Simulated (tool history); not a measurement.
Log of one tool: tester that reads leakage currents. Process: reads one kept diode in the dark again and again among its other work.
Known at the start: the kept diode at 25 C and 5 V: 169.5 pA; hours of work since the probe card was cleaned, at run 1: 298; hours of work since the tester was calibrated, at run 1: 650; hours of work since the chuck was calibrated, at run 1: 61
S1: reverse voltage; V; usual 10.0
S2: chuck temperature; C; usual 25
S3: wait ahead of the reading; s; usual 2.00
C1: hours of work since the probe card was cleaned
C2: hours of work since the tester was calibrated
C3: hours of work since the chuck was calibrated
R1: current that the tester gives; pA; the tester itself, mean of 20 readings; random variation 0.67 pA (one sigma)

{"run": 1, "hour": 0.0, "S1": 10.0, "S2": 25, "S3": 2.0, "C1": 298, "C2": 650, "C3": 61, "R1": 222.33}
{"run": 2, "hour": 36.0, "S1": 10.0, "S2": 25, "S3": 2.0, "C1": 319, "C2": 671, "C3": 82, "R1": 222.44}
{"run": 3, "hour": 62.7, "S1": 10.0, "S2": 48, "S3": 2.0, "C1": 335, "C2": 686, "C3": 98, "R1": 1471.91}
{"run": 4, "hour": 82.9, "S1": 10.0, "S2": 25, "S3": 4.97, "C1": 347, "C2": 698, "C3": 110, "R1": 222.67}
{"run": 5, "hour": 100.6, "S1": 10.0, "S2": 35, "S3": 2.0, "C1": 357, "C2": 708, "C3": 120, "R1": 522.99}
{"run": 6, "hour": 142.2, "S1": 10.0, "S2": 25, "S3": 2.0, "C1": 381, "C2": 733, "C3": 144, "R1": 221.37}
{"run": 7, "hour": 184.0, "S1": 10.0, "S2": 25, "S3": 2.0, "C1": 405, "C2": 757, "C3": 168, "R1": 223.61}
{"run": 8, "hour": 205.6, "S1": 10.0, "S2": 25, "S3": 2.0, "C1": 418, "C2": 769, "C3": 181, "R1": 222.79}
{"run": 9, "hour": 240.8, "S1": 10.0, "S2": 25, "S3": 2.0, "C1": 438, "C2": 790, "C3": 201, "R1": 222.28}
{"run": 10, "hour": 270.7, "S1": 10.0, "S2": 25, "S3": 2.0, "C1": 456, "C2": 807, "C3": 219, "R1": 222.38}
{"run": 11, "hour": 289.3, "S1": 10.0, "S2": 25, "S3": 2.0, "C1": 467, "C2": 818, "C3": 230, "R1": 222.55}
{"run": 12, "hour": 307.9, "S1": 10.0, "S2": 25, "S3": 2.0, "C1": 477, "C2": 829, "C3": 240, "R1": 222.72}
{"run": 13, "hour": 330.6, "S1": 10.0, "S2": 25, "S3": 2.0, "C1": 491, "C2": 842, "C3": 254, "R1": 222.59}
{"run": 14, "hour": 357.4, "S1": 10.0, "S2": 25, "S3": 2.0, "C1": 506, "C2": 858, "C3": 269, "R1": 222.14}
{"run": 15, "hour": 390.6, "S1": 10.0, "S2": 25, "S3": 2.0, "C1": 526, "C2": 877, "C3": 289, "R1": 223.12}
{"run": 16, "hour": 418.9, "S1": 10.0, "S2": 22, "S3": 2.0, "C1": 542, "C2": 894, "C3": 305, "R1": 170.27}
{"run": 17, "hour": 457.1, "S1": 10.0, "S2": 22, "S3": 0.32, "C1": 564, "C2": 916, "C3": 327, "R1": 174.5}
{"run": 18, "hour": 477.8, "S1": 10.0, "S2": 25, "S3": 2.0, "C1": 576, "C2": 928, "C3": 339, "R1": 222.32}
{"run": 19, "hour": 512.7, "S1": 10.0, "S2": 25, "S3": 2.0, "C1": 597, "C2": 948, "C3": 360, "R1": 222.96}
{"run": 20, "hour": 547.9, "S1": 10.0, "S2": 25, "S3": 0.5, "C1": 617, "C2": 969, "C3": 380, "R1": 225.32}
{"run": 21, "hour": 586.6, "S1": 10.0, "S2": 25, "S3": 0.5, "C1": 640, "C2": 991, "C3": 403, "R1": 224.13}
{"run": 22, "hour": 605.5, "S1": 10.0, "S2": 25, "S3": 0.5, "C1": 651, "C2": 1002, "C3": 414, "R1": 223.71}
{"run": 23, "hour": 639.4, "S1": 10.0, "S2": 25, "S3": 0.5, "C1": 670, "C2": 1022, "C3": 433, "R1": 224.67}
{"run": 24, "hour": 658.2, "S1": 1.9, "S2": 25, "S3": 5.92, "C1": 681, "C2": 1033, "C3": 444, "R1": 116.58}
{"run": 25, "hour": 688.6, "S1": 2.5, "S2": 34, "S3": 0.35, "C1": 699, "C2": 1050, "C3": 462, "R1": 280.57}
{"run": 26, "hour": 717.5, "S1": 1.1, "S2": 25, "S3": 2.0, "C1": 716, "C2": 1067, "C3": 479, "R1": 94.45}
{"run": 27, "hour": 748.2, "S1": 1.1, "S2": 35, "S3": 0.56, "C1": 734, "C2": 1085, "C3": 497, "R1": 221.93}
{"run": 28, "hour": 789.0, "S1": 13.6, "S2": 59, "S3": 5.11, "C1": 757, "C2": 1109, "C3": 520, "R1": 3706.54}
{"run": 29, "hour": 829.1, "S1": 1.9, "S2": 24, "S3": 2.35, "C1": 781, "C2": 1132, "C3": 544, "R1": 106.44}
{"run": 30, "hour": 866.0, "S1": 17.7, "S2": 35, "S3": 5.73, "C1": 802, "C2": 1154, "C3": 565, "R1": 650.8}
{"run": 31, "hour": 903.5, "S1": 8.0, "S2": 25, "S3": 0.49, "C1": 824, "C2": 1175, "C3": 587, "R1": 205.15}
{"run": 32, "hour": 926.1, "S1": 8.0, "S2": 25, "S3": 0.49, "C1": 837, "C2": 1189, "C3": 600, "R1": 206.24}
{"run": 33, "hour": 963.4, "S1": 1.7, "S2": 42, "S3": 0.49, "C1": 859, "C2": 1210, "C3": 622, "R1": 463.18}
{"run": 34, "hour": 1003.9, "S1": 2.5, "S2": 30, "S3": 0.32, "C1": 882, "C2": 1234, "C3": 645, "R1": 202.97}
{"run": 35, "hour": 1043.3, "S1": 10.0, "S2": 57, "S3": 1.25, "C1": 905, "C2": 1257, "C3": 668, "R1": 2847.88}
{"run": 36, "hour": 1068.3, "S1": 10.0, "S2": 57, "S3": 1.25, "C1": 920, "C2": 1271, "C3": 683, "R1": 2852.9}
{"run": 37, "hour": 1088.7, "S1": 10.0, "S2": 57, "S3": 1.25, "C1": 932, "C2": 1283, "C3": 695, "R1": 2868.34}
{"run": 38, "hour": 1124.5, "S1": 10.0, "S2": 21, "S3": 1.25, "C1": 952, "C2": 1304, "C3": 715, "R1": 156.52}
{"run": 39, "hour": 1142.2, "S1": 1.5, "S2": 26, "S3": 1.67, "C1": 963, "C2": 1314, "C3": 726, "R1": 116.25}

5 ways to go on from here, each from the tool as it stands after run 39. What would each give?
{"run": "A", "hour": 1178.0, "S1": 10.0, "S2": 25, "S3": 0.67, "C1": 984, "C2": 1335, "C3": 747, "R1": "?"}
{"run": "B", "hour": 1178.0, "S1": 13.9, "S2": 25, "S3": 2.0, "C1": 984, "C2": 1335, "C3": 747, "R1": "?"}
{"run": "C", "hour": 1178.0, "S1": 1.5, "S2": 42, "S3": 1.67, "C1": 984, "C2": 1335, "C3": 747, "R1": "?"}
{"run": "D", "hour": 1178.0, "S1": 8.3, "S2": 43, "S3": 7.32, "C1": 984, "C2": 1335, "C3": 747, "R1": "?"}
{"run": "E", "hour": 1178.0, "S1": 4.6, "S2": 25, "S3": 2.0, "C1": 984, "C2": 1335, "C3": 747, "R1": "?"}

run=A R1=223.49
run=B R1=252.11
run=C R1=442.41
run=D R1=927.49
run=E R1=163.53
Without the tool's hidden state the same runs would have given:
run=A R1=223.70
run=B R1=252.30
run=C R1=443.05
run=D R1=928.73
run=E R1=163.73
